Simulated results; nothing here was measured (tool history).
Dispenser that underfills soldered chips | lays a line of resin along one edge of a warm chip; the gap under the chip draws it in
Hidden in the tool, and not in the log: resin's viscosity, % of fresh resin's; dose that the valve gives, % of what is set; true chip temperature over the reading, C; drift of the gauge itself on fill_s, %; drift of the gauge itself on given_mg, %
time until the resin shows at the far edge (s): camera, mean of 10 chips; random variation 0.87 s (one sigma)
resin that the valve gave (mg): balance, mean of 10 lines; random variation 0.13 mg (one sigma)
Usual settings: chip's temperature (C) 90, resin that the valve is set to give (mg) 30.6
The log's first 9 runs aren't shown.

| run | hour | chip's temperature (C) | resin that the valve is set to give (mg) | hours of work since the syringe was changed | hours of work since the valve was cleaned | hours of work since the stage was calibrated | time until the resin shows at the far edge (s) | resin that the valve gave (mg) |
|---|---|---|---|---|---|---|---|---|
|  | 48.7 | new syringe of resin |
| 10 | 50.6 | 99 | 30.6 | 1 | 124 | 142 | 67.4 | 28.94 |
| 11 | 56.9 | 90 | 30.6 | 6 | 129 | 147 | 136.1 | 28.64 |
|  | 57.8 | new syringe of resin |
| 12 | 61.9 | 90 | 30.6 | 3 | 132 | 150 | 109.4 | 28.83 |
|  | 66.9 | new syringe of resin |
| 13 | 69.8 | 90 | 26.0 | 2 | 138 | 156 | 107.0 | 24.72 |
|  | 76.0 | new syringe of resin |
| 14 | 76.1 | 90 | 26.0 | 0 | 143 | 161 | 91.7 | 24.30 |
| 15 | 82.3 | 77 | 30.6 | 5 | 148 | 166 | 214.7 | 28.45 |
|  | 84.8 | new syringe of resin |
|  | 86.5 | dispensing valve cleaned and set on the balance |
| 16 | 90.2 | 77 | 30.6 | 3 | 3 | 171 | 190.1 | 30.32 |
|  | 94.8 | new syringe of resin |
| 17 | 97.2 | 77 | 30.6 | 2 | 8 | 176 | 168.3 | 30.35 |
| 18 | 101.9 | 84 | 35.4 | 6 | 12 | 180 | 160.1 | 35.45 |
|  | 104.1 | new syringe of resin |
| 19 | 109.5 | 75 | 27.1 | 4 | 17 | 185 | 228.7 | 26.84 |
|  | 113.3 | new syringe of resin |
| 20 | 114.1 | 94 | 27.1 | 1 | 21 | 189 | 80.5 | 26.82 |
| 21 | 117.8 | 98 | 33.4 | 4 | 24 | 192 | 79.3 | 33.30 |
| 22 | 121.6 | 98 | 33.4 | 6 | 27 | 195 | 100.0 | 33.12 |
|  | 122.5 | new syringe of resin |
| 23 | 128.6 | 96 | 30.4 | 5 | 32 | 200 | 96.2 | 30.06 |
|  | 131.7 | new syringe of resin |
| 24 | 132.1 | 101 | 33.4 | 0 | 34 | 202 | 54.2 | 33.21 |
| 25 | 138.7 | 80 | 36.7 | 5 | 39 | 207 | 182.2 | 36.07 |
|  | 140.7 | new syringe of resin |
| 26 | 145.2 | 89 | 35.5 | 4 | 44 | 212 | 113.7 | 34.80 |
|  | 149.7 | new syringe of resin |
| 27 | 152.1 | 89 | 35.5 | 2 | 49 | 217 | 97.0 | 34.77 |
| 28 | 156.8 | 89 | 35.5 | 5 | 53 | 221 | 128.1 | 34.59 |
|  | 158.7 | new syringe of resin |
| 29 | 160.5 | 98 | 30.8 | 1 | 56 | 224 | 70.4 | 30.18 |
| 30 | 166.0 | 98 | 30.8 | 6 | 60 | 228 | 95.7 | 29.84 |
|  | 168.0 | new syringe of resin |
| 31 | 171.3 | 94 | 30.6 | 3 | 64 | 232 | 89.0 | 29.61 |
|  | 176.8 | new syringe of resin |
| 32 | 176.8 | 94 | 30.6 | 0 | 68 | 236 | 72.8 | 29.71 |
| 33 | 183.1 | 90 | 35.4 | 5 | 73 | 241 | 118.9 | 34.60 |
|  | 186.0 | new syringe of resin |
| 34 | 190.9 | 82 | 27.6 | 4 | 79 | 247 | 167.2 | 26.65 |

4 ways to go on from here, each from the tool as it stands after run 34. What would each give?
|  | 195.1 | new syringe of resin |
| A | 196.2 | 88 | 28.7 | 1 | 82 | 250 | ? | ? |
|  | 195.1 | new syringe of resin |
| B | 196.2 | 80 | 27.6 | 1 | 82 | 250 | ? | ? |
|  | 195.1 | new syringe of resin |
| C | 196.2 | 76 | 32.2 | 1 | 82 | 250 | ? | ? |
|  | 195.1 | new syringe of resin |
| D | 196.2 | 104 | 29.8 | 1 | 82 | 250 | ? | ? |

| run | time until the resin shows at the far edge (s) | resin that the valve gave (mg) |
|---|---|---|
| A | 102.3 | 27.84 |
| B | 143.2 | 26.80 |
| C | 162.8 | 31.17 |
| D | 52.0 | 28.83 |
Without the tool's hidden state the same runs would have given:
| run | time until the resin shows at the far edge (s) | resin that the valve gave (mg) |
|---|---|---|
| A | 92.0 | 28.84 |
| B | 128.3 | 27.77 |
| C | 146.6 | 32.29 |
| D | 47.0 | 29.87 |
